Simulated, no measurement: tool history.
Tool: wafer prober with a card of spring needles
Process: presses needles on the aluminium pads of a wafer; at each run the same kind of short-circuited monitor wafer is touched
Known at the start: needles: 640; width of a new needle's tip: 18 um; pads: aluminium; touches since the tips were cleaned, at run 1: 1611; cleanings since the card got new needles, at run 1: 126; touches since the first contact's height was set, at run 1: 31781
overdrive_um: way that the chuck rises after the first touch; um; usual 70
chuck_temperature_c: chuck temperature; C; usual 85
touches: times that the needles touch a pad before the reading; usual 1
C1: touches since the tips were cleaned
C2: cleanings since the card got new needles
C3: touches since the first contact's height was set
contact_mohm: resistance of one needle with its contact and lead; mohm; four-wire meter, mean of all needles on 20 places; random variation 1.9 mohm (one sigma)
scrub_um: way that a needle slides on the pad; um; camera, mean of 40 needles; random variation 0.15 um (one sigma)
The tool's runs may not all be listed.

{"run": 1, "hour": 0.0, "overdrive_um": 70, "chuck_temperature_c": 85, "touches": 1, "C1": 1611, "C2": 126, "C3": 31781, "contact_mohm": 200, "scrub_um": 15.84}
{"hour": 2.0, "done": "tips cleaned on abrasive film"}
{"hour": 11.9, "done": "tips cleaned on abrasive film"}
{"hour": 21.7, "done": "tips cleaned on abrasive film"}
{"hour": 29.6, "done": "tips cleaned on abrasive film"}
{"hour": 39.4, "done": "tips cleaned on abrasive film"}
{"hour": 49.2, "done": "tips cleaned on abrasive film"}
{"hour": 59.0, "done": "tips cleaned on abrasive film"}
{"hour": 68.9, "done": "tips cleaned on abrasive film"}
{"hour": 78.7, "done": "tips cleaned on abrasive film"}
{"hour": 86.6, "done": "tips cleaned on abrasive film"}
{"hour": 96.4, "done": "tips cleaned on abrasive film"}
{"run": 2, "hour": 102.8, "overdrive_um": 67, "chuck_temperature_c": 85, "touches": 1, "C1": 1683, "C2": 137, "C3": 58520, "contact_mohm": 200, "scrub_um": 15.27}
{"hour": 104.8, "done": "tips cleaned on abrasive film"}
{"hour": 112.7, "done": "tips cleaned on abrasive film"}
{"hour": 122.5, "done": "tips cleaned on abrasive film"}
{"hour": 130.4, "done": "tips cleaned on abrasive film"}
{"hour": 140.2, "done": "tips cleaned on abrasive film"}
{"hour": 148.1, "done": "tips cleaned on abrasive film"}
{"run": 3, "hour": 155.2, "overdrive_um": 67, "chuck_temperature_c": 85, "touches": 1, "C1": 1857, "C2": 143, "C3": 72139, "contact_mohm": 199, "scrub_um": 15.38}
{"hour": 157.2, "done": "tips cleaned on abrasive film"}
{"hour": 167.0, "done": "tips cleaned on abrasive film"}
{"hour": 174.9, "done": "tips cleaned on abrasive film"}
{"hour": 184.7, "done": "tips cleaned on abrasive film"}
{"hour": 192.6, "done": "tips cleaned on abrasive film"}
{"run": 4, "hour": 200.1, "overdrive_um": 67, "chuck_temperature_c": 85, "touches": 1, "C1": 1969, "C2": 148, "C3": 83824, "contact_mohm": 201, "scrub_um": 15.17}
{"hour": 202.1, "done": "tips cleaned on abrasive film"}
{"hour": 212.0, "done": "tips cleaned on abrasive film"}
{"hour": 221.8, "done": "tips cleaned on abrasive film"}
{"hour": 227.9, "done": "height of the first contact set anew"}
{"hour": 230.0, "done": "tips cleaned on abrasive film"}
{"hour": 239.8, "done": "tips cleaned on abrasive film"}
{"hour": 249.6, "done": "tips cleaned on abrasive film"}
{"hour": 257.5, "done": "tips cleaned on abrasive film"}
{"hour": 267.3, "done": "tips cleaned on abrasive film"}
{"hour": 275.2, "done": "tips cleaned on abrasive film"}
{"hour": 285.0, "done": "tips cleaned on abrasive film"}
{"hour": 294.8, "done": "tips cleaned on abrasive film"}
{"run": 5, "hour": 302.6, "overdrive_um": 70, "chuck_temperature_c": 66, "touches": 1, "C1": 2043, "C2": 159, "C3": 19429, "contact_mohm": 195, "scrub_um": 15.79}
{"hour": 304.6, "done": "tips cleaned on abrasive film"}
{"hour": 312.5, "done": "tips cleaned on abrasive film"}
{"hour": 322.3, "done": "tips cleaned on abrasive film"}
{"hour": 330.2, "done": "tips cleaned on abrasive film"}
{"hour": 340.0, "done": "tips cleaned on abrasive film"}
{"run": 6, "hour": 347.0, "overdrive_um": 70, "chuck_temperature_c": 66, "touches": 1, "C1": 1838, "C2": 164, "C3": 30983, "contact_mohm": 194, "scrub_um": 15.87}
{"hour": 349.1, "done": "tips cleaned on abrasive film"}
{"hour": 358.9, "done": "tips cleaned on abrasive film"}
{"hour": 368.7, "done": "tips cleaned on abrasive film"}
{"hour": 378.5, "done": "tips cleaned on abrasive film"}
{"hour": 386.4, "done": "tips cleaned on abrasive film"}
{"hour": 396.3, "done": "tips cleaned on abrasive film"}
{"hour": 406.1, "done": "tips cleaned on abrasive film"}
{"hour": 415.9, "done": "tips cleaned on abrasive film"}
{"hour": 425.7, "done": "tips cleaned on abrasive film"}
{"hour": 435.5, "done": "tips cleaned on abrasive film"}
{"run": 7, "hour": 438.2, "overdrive_um": 70, "chuck_temperature_c": 66, "touches": 1, "C1": 712, "C2": 174, "C3": 54706, "contact_mohm": 194, "scrub_um": 15.75}
{"hour": 444.2, "done": "tips cleaned on abrasive film"}
{"hour": 454.0, "done": "tips cleaned on abrasive film"}
{"hour": 463.8, "done": "tips cleaned on abrasive film"}
{"hour": 473.6, "done": "tips cleaned on abrasive film"}
{"hour": 483.5, "done": "tips cleaned on abrasive film"}
{"hour": 493.3, "done": "tips cleaned on abrasive film"}
{"run": 8, "hour": 498.0, "overdrive_um": 70, "chuck_temperature_c": 66, "touches": 1, "C1": 1233, "C2": 180, "C3": 70258, "contact_mohm": 197, "scrub_um": 16.11}
{"hour": 502.0, "done": "tips cleaned on abrasive film"}
{"hour": 509.8, "done": "tips cleaned on abrasive film"}
{"hour": 519.7, "done": "tips cleaned on abrasive film"}
{"hour": 529.5, "done": "tips cleaned on abrasive film"}
{"hour": 539.3, "done": "tips cleaned on abrasive film"}
{"hour": 549.1, "done": "tips cleaned on abrasive film"}
{"hour": 557.0, "done": "tips cleaned on abrasive film"}
{"hour": 566.8, "done": "tips cleaned on abrasive film"}
{"hour": 576.7, "done": "tips cleaned on abrasive film"}
{"hour": 578.9, "done": "height of the first contact set anew"}
{"hour": 585.5, "done": "tips cleaned on abrasive film"}
{"run": 9, "hour": 585.5, "overdrive_um": 70, "chuck_temperature_c": 85, "touches": 1, "C1": 0, "C2": 190, "C3": 1714, "contact_mohm": 196, "scrub_um": 16.04}
{"hour": 595.3, "done": "tips cleaned on abrasive film"}
{"hour": 605.2, "done": "tips cleaned on abrasive film"}
{"hour": 615.0, "done": "tips cleaned on abrasive film"}
{"hour": 624.8, "done": "tips cleaned on abrasive film"}
{"hour": 634.6, "done": "tips cleaned on abrasive film"}
{"hour": 644.4, "done": "tips cleaned on abrasive film"}
{"hour": 652.3, "done": "tips cleaned on abrasive film"}
{"hour": 662.1, "done": "tips cleaned on abrasive film"}
{"run": 10, "hour": 665.4, "overdrive_um": 58, "chuck_temperature_c": 36, "touches": 2, "C1": 866, "C2": 198, "C3": 22522, "contact_mohm": 189, "scrub_um": 13.07}
{"hour": 671.4, "done": "tips cleaned on abrasive film"}
{"hour": 679.3, "done": "tips cleaned on abrasive film"}
{"hour": 689.1, "done": "tips cleaned on abrasive film"}
{"hour": 698.9, "done": "tips cleaned on abrasive film"}
{"hour": 708.7, "done": "tips cleaned on abrasive film"}
{"hour": 718.5, "done": "tips cleaned on abrasive film"}
{"hour": 728.4, "done": "tips cleaned on abrasive film"}
{"hour": 736.2, "done": "tips cleaned on abrasive film"}
{"hour": 746.1, "done": "tips cleaned on abrasive film"}
{"hour": 753.9, "done": "tips cleaned on abrasive film"}
{"hour": 763.8, "done": "tips cleaned on abrasive film"}
{"run": 11, "hour": 765.0, "overdrive_um": 70, "chuck_temperature_c": 85, "touches": 2, "C1": 315, "C2": 209, "C3": 48404, "contact_mohm": 197, "scrub_um": 16.03}
{"hour": 772.8, "done": "tips cleaned on abrasive film"}
{"hour": 780.7, "done": "tips cleaned on abrasive film"}
{"hour": 790.5, "done": "tips cleaned on abrasive film"}
{"hour": 798.4, "done": "tips cleaned on abrasive film"}
{"hour": 808.2, "done": "tips cleaned on abrasive film"}
{"hour": 816.1, "done": "tips cleaned on abrasive film"}
{"hour": 824.0, "done": "tips cleaned on abrasive film"}
{"hour": 833.8, "done": "tips cleaned on abrasive film"}
{"run": 12, "hour": 839.9, "overdrive_um": 70, "chuck_temperature_c": 85, "touches": 2, "C1": 1599, "C2": 217, "C3": 67900, "contact_mohm": 196, "scrub_um": 15.84}
{"hour": 842.0, "done": "tips cleaned on abrasive film"}
{"hour": 851.8, "done": "tips cleaned on abrasive film"}
{"hour": 861.6, "done": "tips cleaned on abrasive film"}
{"hour": 871.4, "done": "tips cleaned on abrasive film"}
{"hour": 879.3, "done": "tips cleaned on abrasive film"}
{"hour": 889.1, "done": "tips cleaned on abrasive film"}
{"hour": 898.9, "done": "tips cleaned on abrasive film"}
{"hour": 908.8, "done": "tips cleaned on abrasive film"}
{"hour": 918.6, "done": "tips cleaned on abrasive film"}
{"hour": 926.8, "done": "tips cleaned on abrasive film"}
{"run": 13, "hour": 926.8, "overdrive_um": 76, "chuck_temperature_c": 48, "touches": 2, "C1": 0, "C2": 227, "C3": 90478, "contact_mohm": 188, "scrub_um": 16.98}
{"hour": 929.0, "done": "height of the first contact set anew"}
{"hour": 934.9, "done": "tips cleaned on abrasive film"}
{"hour": 942.8, "done": "tips cleaned on abrasive film"}
{"hour": 952.6, "done": "tips cleaned on abrasive film"}
{"hour": 962.5, "done": "tips cleaned on abrasive film"}
{"hour": 970.3, "done": "tips cleaned on abrasive film"}
{"hour": 980.2, "done": "tips cleaned on abrasive film"}
{"hour": 990.0, "done": "tips cleaned on abrasive film"}
{"hour": 999.8, "done": "tips cleaned on abrasive film"}
{"hour": 1009.6, "done": "tips cleaned on abrasive film"}
{"hour": 1019.4, "done": "tips cleaned on abrasive film"}
{"hour": 1027.3, "done": "tips cleaned on abrasive film"}
{"run": 14, "hour": 1029.7, "overdrive_um": 52, "chuck_temperature_c": 36, "touches": 2, "C1": 615, "C2": 238, "C3": 26182, "contact_mohm": 191, "scrub_um": 11.56}
{"hour": 1035.6, "done": "tips cleaned on abrasive film"}
{"hour": 1045.4, "done": "tips cleaned on abrasive film"}
{"hour": 1055.2, "done": "tips cleaned on abrasive film"}
{"hour": 1065.1, "done": "tips cleaned on abrasive film"}
{"hour": 1074.9, "done": "tips cleaned on abrasive film"}
{"hour": 1084.7, "done": "tips cleaned on abrasive film"}
{"hour": 1094.5, "done": "tips cleaned on abrasive film"}
{"hour": 1102.4, "done": "tips cleaned on abrasive film"}
{"hour": 1110.4, "done": "tips cleaned on abrasive film"}
{"run": 15, "hour": 1110.4, "overdrive_um": 56, "chuck_temperature_c": 36, "touches": 2, "C1": 0, "C2": 247, "C3": 47185, "contact_mohm": 192, "scrub_um": 12.76}
{"hour": 1118.3, "done": "tips cleaned on abrasive film"}
{"hour": 1128.1, "done": "tips cleaned on abrasive film"}
{"hour": 1136.0, "done": "tips cleaned on abrasive film"}
{"hour": 1145.8, "done": "tips cleaned on abrasive film"}
{"hour": 1153.7, "done": "tips cleaned on abrasive film"}
{"hour": 1163.5, "done": "tips cleaned on abrasive film"}
{"hour": 1173.4, "done": "tips cleaned on abrasive film"}
{"hour": 1183.2, "done": "tips cleaned on abrasive film"}
{"hour": 1191.1, "done": "tips cleaned on abrasive film"}
{"hour": 1200.9, "done": "tips cleaned on abrasive film"}
{"run": 16, "hour": 1204.0, "overdrive_um": 70, "chuck_temperature_c": 50, "touches": 1, "C1": 823, "C2": 257, "C3": 71532, "contact_mohm": 193, "scrub_um": 15.93}
{"hour": 1210.0, "done": "tips cleaned on abrasive film"}
{"hour": 1219.8, "done": "tips cleaned on abrasive film"}
{"hour": 1229.6, "done": "tips cleaned on abrasive film"}
{"hour": 1237.5, "done": "tips cleaned on abrasive film"}
{"hour": 1247.3, "done": "tips cleaned on abrasive film"}
{"hour": 1257.1, "done": "tips cleaned on abrasive film"}
{"run": 17, "hour": 1261.1, "overdrive_um": 70, "chuck_temperature_c": 50, "touches": 1, "C1": 1060, "C2": 263, "C3": 86399, "contact_mohm": 194, "scrub_um": 16}
{"hour": 1265.1, "done": "tips cleaned on abrasive film"}
{"hour": 1275.0, "done": "tips cleaned on abrasive film"}
{"hour": 1279.1, "done": "height of the first contact set anew"}
{"hour": 1283.1, "done": "tips cleaned on abrasive film"}
{"hour": 1292.9, "done": "tips cleaned on abrasive film"}
{"hour": 1302.8, "done": "tips cleaned on abrasive film"}
{"hour": 1312.6, "done": "tips cleaned on abrasive film"}
{"hour": 1320.5, "done": "tips cleaned on abrasive film"}
{"run": 18, "hour": 1326.9, "overdrive_um": 76, "chuck_temperature_c": 27, "touches": 2, "C1": 1682, "C2": 270, "C3": 12421, "contact_mohm": 185, "scrub_um": 16.89}

3 ways to go on from here, each from the tool as it stands after run 18. What would each give?
{"hour": 1328.9, "done": "tips cleaned on abrasive film"}
{"hour": 1338.7, "done": "tips cleaned on abrasive film"}
{"hour": 1350.7, "done": "card fitted with new needles"}
{"hour": 1360.6, "done": "tips cleaned on abrasive film"}
{"hour": 1368.4, "done": "tips cleaned on abrasive film"}
{"hour": 1378.3, "done": "tips cleaned on abrasive film"}
{"hour": 1386.1, "done": "tips cleaned on abrasive film"}
{"hour": 1396.0, "done": "tips cleaned on abrasive film"}
{"hour": 1405.8, "done": "tips cleaned on abrasive film"}
{"hour": 1415.6, "done": "tips cleaned on abrasive film"}
{"hour": 1425.4, "done": "tips cleaned on abrasive film"}
{"run": "A", "hour": 1427.1, "overdrive_um": 83, "chuck_temperature_c": 49, "touches": 2, "C1": 433, "C2": 8, "C3": 19864, "contact_mohm": "?", "scrub_um": "?"}
{"hour": 1328.9, "done": "tips cleaned on abrasive film"}
{"hour": 1338.7, "done": "tips cleaned on abrasive film"}
{"hour": 1350.7, "done": "card fitted with new needles"}
{"hour": 1360.6, "done": "tips cleaned on abrasive film"}
{"hour": 1368.4, "done": "tips cleaned on abrasive film"}
{"hour": 1378.3, "done": "tips cleaned on abrasive film"}
{"hour": 1386.1, "done": "tips cleaned on abrasive film"}
{"hour": 1396.0, "done": "tips cleaned on abrasive film"}
{"hour": 1405.8, "done": "tips cleaned on abrasive film"}
{"hour": 1415.6, "done": "tips cleaned on abrasive film"}
{"hour": 1425.4, "done": "tips cleaned on abrasive film"}
{"run": "B", "hour": 1427.1, "overdrive_um": 82, "chuck_temperature_c": 85, "touches": 1, "C1": 433, "C2": 8, "C3": 19864, "contact_mohm": "?", "scrub_um": "?"}
{"hour": 1328.9, "done": "tips cleaned on abrasive film"}
{"hour": 1338.7, "done": "tips cleaned on abrasive film"}
{"hour": 1350.7, "done": "card fitted with new needles"}
{"hour": 1360.6, "done": "tips cleaned on abrasive film"}
{"hour": 1368.4, "done": "tips cleaned on abrasive film"}
{"hour": 1378.3, "done": "tips cleaned on abrasive film"}
{"hour": 1386.1, "done": "tips cleaned on abrasive film"}
{"hour": 1396.0, "done": "tips cleaned on abrasive film"}
{"hour": 1405.8, "done": "tips cleaned on abrasive film"}
{"hour": 1415.6, "done": "tips cleaned on abrasive film"}
{"hour": 1425.4, "done": "tips cleaned on abrasive film"}
{"run": "C", "hour": 1427.1, "overdrive_um": 70, "chuck_temperature_c": 53, "touches": 2, "C1": 433, "C2": 8, "C3": 19864, "contact_mohm": "?", "scrub_um": "?"}

run=A contact_mohm=189 scrub_um=18.86
run=B contact_mohm=196 scrub_um=18.64
run=C contact_mohm=185 scrub_um=16.01
Without the tool's hidden state the same runs would have given:
run=A contact_mohm=189 scrub_um=18.86
run=B contact_mohm=196 scrub_um=18.64
run=C contact_mohm=185 scrub_um=16.01

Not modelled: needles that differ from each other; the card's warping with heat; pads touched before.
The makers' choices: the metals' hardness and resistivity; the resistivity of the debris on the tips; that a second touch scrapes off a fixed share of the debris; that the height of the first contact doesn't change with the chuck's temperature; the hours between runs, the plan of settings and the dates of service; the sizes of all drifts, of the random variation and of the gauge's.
